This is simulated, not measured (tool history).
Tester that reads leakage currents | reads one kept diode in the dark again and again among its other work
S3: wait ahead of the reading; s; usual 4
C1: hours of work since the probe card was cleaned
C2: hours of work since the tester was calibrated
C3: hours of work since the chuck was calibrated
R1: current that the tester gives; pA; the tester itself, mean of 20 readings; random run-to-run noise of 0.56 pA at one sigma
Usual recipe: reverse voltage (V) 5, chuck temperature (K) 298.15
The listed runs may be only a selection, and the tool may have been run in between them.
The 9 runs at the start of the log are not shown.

Run 10, hour 1751.4: usual settings but S3 3.02 s; C1 961; C2 2455; C3 583. Result: R1 207.69 pA.
Run 11, hour 1960.5: usual settings but S3 3.02 s; C1 1047; C2 2541; C3 669. Result: R1 208.72 pA.
Run 12, hour 2232.5: usual settings but S3 3.02 s; C1 1159; C2 2653; C3 781. Result: R1 212.33 pA.
Run 13, hour 2478: usual settings but chuck temperature (K) 329.15, S3 3.02 s; C1 1260; C2 2753; C3 882. Result: R1 2348.11 pA.
Run 14, hour 2612.3: usual settings but chuck temperature (K) 329.15, S3 3.02 s; C1 1315; C2 2809; C3 937. Result: R1 2354.49 pA.
Run 15, hour 2840.4: usual settings but chuck temperature (K) 329.15, S3 3.02 s; C1 1409; C2 2902; C3 1030. Result: R1 2370.54 pA.
Run 16, hour 2972.4: usual settings; C1 1463; C2 2956; C3 1085. Result: R1 221.73 pA.
Run 17, hour 3178.3: usual settings but S3 0.74 s; C1 1547; C2 3041; C3 1169. Result: R1 226.48 pA.
At hour 3245.1: chuck's temperature calibrated.
Run 18, hour 3318.4: usual settings but S3 1.2 s; C1 1604; C2 3098; C3 30. Result: R1 198.28 pA.
Run 19, hour 3523: usual settings but chuck temperature (K) 295.15, S3 1.2 s; C1 1688; C2 3182; C3 114. Result: R1 156.82 pA.
Run 20, hour 3730.7: usual settings but reverse voltage (V) 10.78, chuck temperature (K) 306.15, S3 0.39 s; C1 1773; C2 3267; C3 199. Result: R1 590.15 pA.
Run 21, hour 3887.2: usual settings but reverse voltage (V) 10.78, chuck temperature (K) 306.15, S3 0.39 s; C1 1837; C2 3331; C3 264. Result: R1 594.81 pA.
Run 22, hour 4104.9: usual settings but reverse voltage (V) 10.78, chuck temperature (K) 306.15, S3 0.39 s; C1 1927; C2 3421; C3 353. Result: R1 601.92 pA.
Run 23, hour 4312.5: usual settings but reverse voltage (V) 3.38, chuck temperature (K) 302.15, S3 0.39 s; C1 2012; C2 3506; C3 438. Result: R1 237.72 pA.
Run 24, hour 4604: usual settings but reverse voltage (V) 6.06, chuck temperature (K) 323.15, S3 8.4 s; C1 2132; C2 3625; C3 558. Result: R1 1644.89 pA.
Run 25, hour 4804.5: usual settings but reverse voltage (V) 16.29, S3 0.67 s; C1 2214; C2 3708; C3 640. Result: R1 418.19 pA.
Run 26, hour 5076.5: usual settings but reverse voltage (V) 16.29, S3 0.67 s; C1 2326; C2 3819; C3 752. Result: R1 425.21 pA.
At hour 5093.1: probe card cleaned and baked.
Run 27, hour 5314.2: usual settings but reverse voltage (V) 13.35, S3 3.9 s; C1 91; C2 3916; C3 848. Result: R1 347.09 pA.
Run 28, hour 5541.3: usual settings but reverse voltage (V) 13.35, S3 3.9 s; C1 184; C2 4009; C3 941. Result: R1 354.17 pA.
Run 29, hour 5788.5: usual settings but reverse voltage (V) 13.35, S3 3.9 s; C1 286; C2 4111; C3 1043. Result: R1 358.38 pA.

What will run 30 give?
Run 30, hour 5988.9: usual settings but chuck temperature (K) 307.15, S3 1.33 s; C1 368; C2 4193; C3 1125. Result: R1 ?.

{"run 30": {"R1": 461.39}}
Take away the tool's hidden state, keep the run-to-run variation as it was, and the same run would have given R1 399.34 pA.
